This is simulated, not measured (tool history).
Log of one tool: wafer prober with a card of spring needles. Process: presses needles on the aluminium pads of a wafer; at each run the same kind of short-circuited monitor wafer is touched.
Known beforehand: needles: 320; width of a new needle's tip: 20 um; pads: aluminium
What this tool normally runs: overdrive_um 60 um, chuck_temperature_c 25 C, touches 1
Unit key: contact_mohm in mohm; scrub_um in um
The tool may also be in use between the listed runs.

run,hour,overdrive_um,chuck_temperature_c,touches,contact_mohm,scrub_um
1,0.0,60,25,1,125,11.62
# hour 8.7: tips cleaned on abrasive film
# hour 19.5: tips cleaned on abrasive film
# hour 31.3: tips cleaned on abrasive film
2,34.7,67,25,1,120,12.97
# hour 41.9: tips cleaned on abrasive film
# hour 52.7: tips cleaned on abrasive film
3,54.0,60,25,2,119,11.60
# hour 62.5: tips cleaned on abrasive film
# hour 72.4: tips cleaned on abrasive film
# hour 82.8: tips cleaned on abrasive film
4,87.3,60,30,1,124,11.63
# hour 93.9: tips cleaned on abrasive film
5,102.5,60,30,1,125,11.62
# hour 104.1: tips cleaned on abrasive film
# hour 114.2: tips cleaned on abrasive film
# hour 125.2: tips cleaned on abrasive film
6,125.2,60,30,1,126,11.63
# hour 136.5: tips cleaned on abrasive film
7,142.9,60,25,2,121,11.67
# hour 148.4: tips cleaned on abrasive film
# hour 158.9: tips cleaned on abrasive film
8,168.3,54,25,1,127,10.54
# hour 170.8: tips cleaned on abrasive film
# hour 182.4: tips cleaned on abrasive film
# hour 193.1: tips cleaned on abrasive film
9,197.7,54,28,2,126,10.44
# hour 204.9: tips cleaned on abrasive film
# hour 215.5: tips cleaned on abrasive film
# hour 222.7: height of the first contact set anew
10,225.2,55,28,3,128,10.65

Run 11 comes next. What will it give?
# hour 227.7: tips cleaned on abrasive film
# hour 239.1: tips cleaned on abrasive film
11,240.5,72,25,2,?,?

contact_mohm: 117 mohm
scrub_um: 13.94 um
Take away the tool's hidden state, keep the run-to-run variation as it was, and the same run would have given contact_mohm 117 mohm, scrub_um 13.94 um.
